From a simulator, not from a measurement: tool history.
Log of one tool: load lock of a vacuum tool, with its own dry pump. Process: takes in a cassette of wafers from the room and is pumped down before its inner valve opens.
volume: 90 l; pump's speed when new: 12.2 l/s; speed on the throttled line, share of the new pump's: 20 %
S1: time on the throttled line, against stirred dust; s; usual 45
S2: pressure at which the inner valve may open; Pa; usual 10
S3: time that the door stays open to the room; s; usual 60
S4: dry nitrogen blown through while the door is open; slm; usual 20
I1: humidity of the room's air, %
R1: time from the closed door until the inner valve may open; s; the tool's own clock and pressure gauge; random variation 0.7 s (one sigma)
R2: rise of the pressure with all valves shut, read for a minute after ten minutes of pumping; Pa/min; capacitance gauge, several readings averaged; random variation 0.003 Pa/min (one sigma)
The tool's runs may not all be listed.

run	hour	S1	S2	S3	S4	I1	R1	R2
1	0.0	45	10	60	20	43.5	106.9	0.066
2	214.2	45	10	60	20	46.4	106.5	0.068
3	467.4	45	10	60	20	45.5	107.5	0.070
4	682.8	62	10	60	20	45.4	122.0	0.074
5	883.9	62	10	60	20	49.1	121.6	0.074
6	1137.4	62	10	60	20	43.2	122.1	0.076
7	1423.7	62	10	60	20	48.0	121.6	0.077
8	1625.7	62	10	60	20	46.0	119.3	0.073
9	1883.7	62	10	60	20	44.5	122.0	0.082
10	2111.5	62	10	63	20	45.3	121.7	0.083
11	2300.8	62	10	63	20	43.8	121.3	0.085
12	2501.2	45	12	60	20	41.9	106.4	0.088
13	2684.4	45	12	60	20	47.3	107.0	0.096
14	2933.6	45	10	60	20	43.7	108.7	0.091
15	3112.0	45	10	60	20	44.6	108.1	0.096
16	3387.3	45	10	60	20	47.2	108.9	0.098
17	3622.7	45	10	60	20	45.2	109.5	0.096
18	3881.9	31	10	60	20	43.6	97.8	0.100
19	4083.2	31	10	60	20	45.7	98.6	0.101
20	4357.9	31	10	60	20	46.8	99.0	0.114
21	4558.0	31	10	60	20	42.0	100.1	0.106
22	4818.4	37	14	127	28	45.8	100.4	0.123
23	4964.0	37	14	185	28	45.5	100.3	0.141
24	5144.5	37	14	185	28	46.2	102.0	0.140

The next listed run, before its measurement:
25	5361.1	62	8	37	22	42.1	?	?

R1: 125.4 s
R2: 0.114 Pa/min
Without the tool's hidden state the same run would have given R1 119.9 s, R2 0.011 Pa/min.

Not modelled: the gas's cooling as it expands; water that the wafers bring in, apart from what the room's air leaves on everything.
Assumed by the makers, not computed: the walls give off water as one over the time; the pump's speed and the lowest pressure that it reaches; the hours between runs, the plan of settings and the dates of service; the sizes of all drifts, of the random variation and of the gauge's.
